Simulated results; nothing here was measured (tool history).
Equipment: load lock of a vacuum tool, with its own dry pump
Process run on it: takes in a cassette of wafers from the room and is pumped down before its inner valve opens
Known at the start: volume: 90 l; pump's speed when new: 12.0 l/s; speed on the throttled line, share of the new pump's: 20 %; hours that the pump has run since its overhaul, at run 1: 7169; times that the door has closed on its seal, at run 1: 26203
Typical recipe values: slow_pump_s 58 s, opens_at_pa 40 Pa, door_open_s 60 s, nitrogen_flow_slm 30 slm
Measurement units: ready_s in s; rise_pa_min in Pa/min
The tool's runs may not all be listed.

run      day  slow_pump_s  opens_at_pa  door_open_s  nitrogen_flow_slm  hours that the pump has run since its overhaul  times that the door has closed on its seal  incoming humidity of the room's air, %  ready_s  rise_pa_min
  1    0.000           58           40           60                 30                                            7169                                       26203                                    43.7    107.8        0.232
  2    8.162           58           40           60                 13                                            7365                                       26828                                    45.3    108.0        0.253
  3   16.717           58           40           60                 13                                            7570                                       27484                                    45.4    107.9        0.263
  4   22.575           58           40           60                 30                                            7711                                       27933                                    45.0    108.2        0.255
  5   29.279           58           40           60                  9                                            7872                                       28447                                    48.4    108.6        0.283
  6   34.571           58           40           60                 30                                            7999                                       28852                                    41.8    107.5        0.268
  7   41.104           58           40           60                 30                                            8155                                       29353                                    43.2    108.0        0.275
  8   49.421           58           40           60                 30                                            8355                                       29991                                    43.7    108.3        0.290
  9   56.158           58           40           60                 30                                            8517                                       30507                                    44.1    108.6        0.293
 10   65.546           58           40           60                 30                                            8742                                       31227                                    43.1    108.4        0.298
 11   75.446           58           40           60                 30                                            8980                                       31986                                    45.2    108.5        0.311
 12   83.846           58           40           60                 30                                            9181                                       32629                                    45.3    107.7        0.321
 13   94.771           58           40           60                 30                                            9443                                       33467                                    41.9    108.4        0.327
 14  102.888           58           40           60                 31                                            9638                                       34089                                    46.0    108.6        0.344
 15  114.079           36           33          236                 38                                            9907                                       34947                                    44.1     92.7        0.374
 16  121.479           36           33          236                 38                                           10084                                       35514                                    45.8     93.7        0.389
 17  128.592           82           36          236                 38                                           10255                                       36059                                    42.7    129.0        0.380
 18  134.512           53           68          117                 14                                           10397                                       36513                                    44.3    101.1        0.411
 19  139.267           58           29           89                 30                                           10511                                       36877                                    43.8    110.8        0.390
 20  147.696           48           33           66                 29                                           10714                                       37523                                    42.6    103.0        0.405
 21  156.446           48           40           58                 37                                           10924                                       38194                                    42.2    102.0        0.410
 22  161.317           48           34           38                 29                                           11040                                       38567                                    45.9    102.9        0.413
 23  168.546           48           34           38                 29                                           11214                                       39121                                    47.3    102.4        0.434
 24  178.696           33           34           33                 17                                           11458                                       39899                                    44.3     91.0        0.443
 25  189.067           53           46          153                 43                                           11707                                       40694                                    42.9    104.5        0.473
     198.308  -- door's seal changed, seat wiped
 26  200.125           58           40           60                  5                                           11970                                         139                                    45.8    109.8        0.044
 27  208.750           84           40           60                 30                                           12177                                         800                                    45.2    130.3        0.035
 28  215.521           58           49           43                 30                                           12340                                        1319                                    42.9    107.5        0.033

Branching from run 28: 3 alternative next runs. What would each branch give?
  A  225.846           58           49           43                  4                                           12588                                        2110                                    44.2        ?            ?
  B  225.846           53           34           60                 30                                           12588                                        2110                                    46.3        ?            ?
  C  225.846           58           40           25                  5                                           12588                                        2110                                    46.4        ?            ?

run  ready_s  rise_pa_min
  A    107.6        0.049
  B    105.9        0.043
  C    109.0        0.049
What these runs would have given with no unlogged condition in the tool:
run  ready_s  rise_pa_min
  A    103.9        0.042
  B    101.9        0.035
  C    105.2        0.041

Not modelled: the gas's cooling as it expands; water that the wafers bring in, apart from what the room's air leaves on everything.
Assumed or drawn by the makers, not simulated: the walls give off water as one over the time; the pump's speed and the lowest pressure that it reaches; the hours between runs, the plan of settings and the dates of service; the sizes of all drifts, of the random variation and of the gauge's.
